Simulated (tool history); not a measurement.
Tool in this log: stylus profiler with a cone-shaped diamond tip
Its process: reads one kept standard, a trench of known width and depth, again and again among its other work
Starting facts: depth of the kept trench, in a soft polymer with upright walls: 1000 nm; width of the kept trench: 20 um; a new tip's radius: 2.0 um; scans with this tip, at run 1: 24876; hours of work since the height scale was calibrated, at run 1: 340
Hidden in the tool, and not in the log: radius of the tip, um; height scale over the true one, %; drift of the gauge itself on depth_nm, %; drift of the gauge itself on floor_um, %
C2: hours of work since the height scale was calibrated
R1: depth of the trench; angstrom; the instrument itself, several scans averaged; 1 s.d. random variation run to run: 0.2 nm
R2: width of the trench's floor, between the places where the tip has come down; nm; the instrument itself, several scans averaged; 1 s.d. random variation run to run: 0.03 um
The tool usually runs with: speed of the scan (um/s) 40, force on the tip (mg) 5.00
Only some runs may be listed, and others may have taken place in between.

run 1 day=0.000 | speed_of_the_scan_(um/s)=40 force_on_the_tip_(mg)=5.00 | scans_with_this_tip=24876 C2=340 | R1=10149.2 R2=14340
run 2 day=2.562 | speed_of_the_scan_(um/s)=48 force_on_the_tip_(mg)=5.00 | scans_with_this_tip=25316 C2=385 | R1=10150.0 R2=14280
run 3 day=5.229 | speed_of_the_scan_(um/s)=40 force_on_the_tip_(mg)=5.00 | scans_with_this_tip=25773 C2=433 | R1=10147.7 R2=14300
run 4 day=7.425 | speed_of_the_scan_(um/s)=40 force_on_the_tip_(mg)=1.74 | scans_with_this_tip=26150 C2=472 | R1=10061.7 R2=14130
run 5 day=9.996 | speed_of_the_scan_(um/s)=40 force_on_the_tip_(mg)=5.00 | scans_with_this_tip=26591 C2=518 | R1=10142.4 R2=14210
run 6 day=12.254 | speed_of_the_scan_(um/s)=40 force_on_the_tip_(mg)=5.00 | scans_with_this_tip=26978 C2=559 | R1=10142.8 R2=14220
run 7 day=15.850 | speed_of_the_scan_(um/s)=33 force_on_the_tip_(mg)=11.72 | scans_with_this_tip=27594 C2=623 | R1=10268.2 R2=14240

What does the tool deliver on the next run?
run 8 day=19.867 | speed_of_the_scan_(um/s)=33 force_on_the_tip_(mg)=11.72 | scans_with_this_tip=28284 C2=695 | R1=? R2=?

R1: 10265.1 angstrom
R2: 14220 nm
With no hidden state in the tool, this same run would have given R1 10293.9 angstrom, R2 16460 nm.
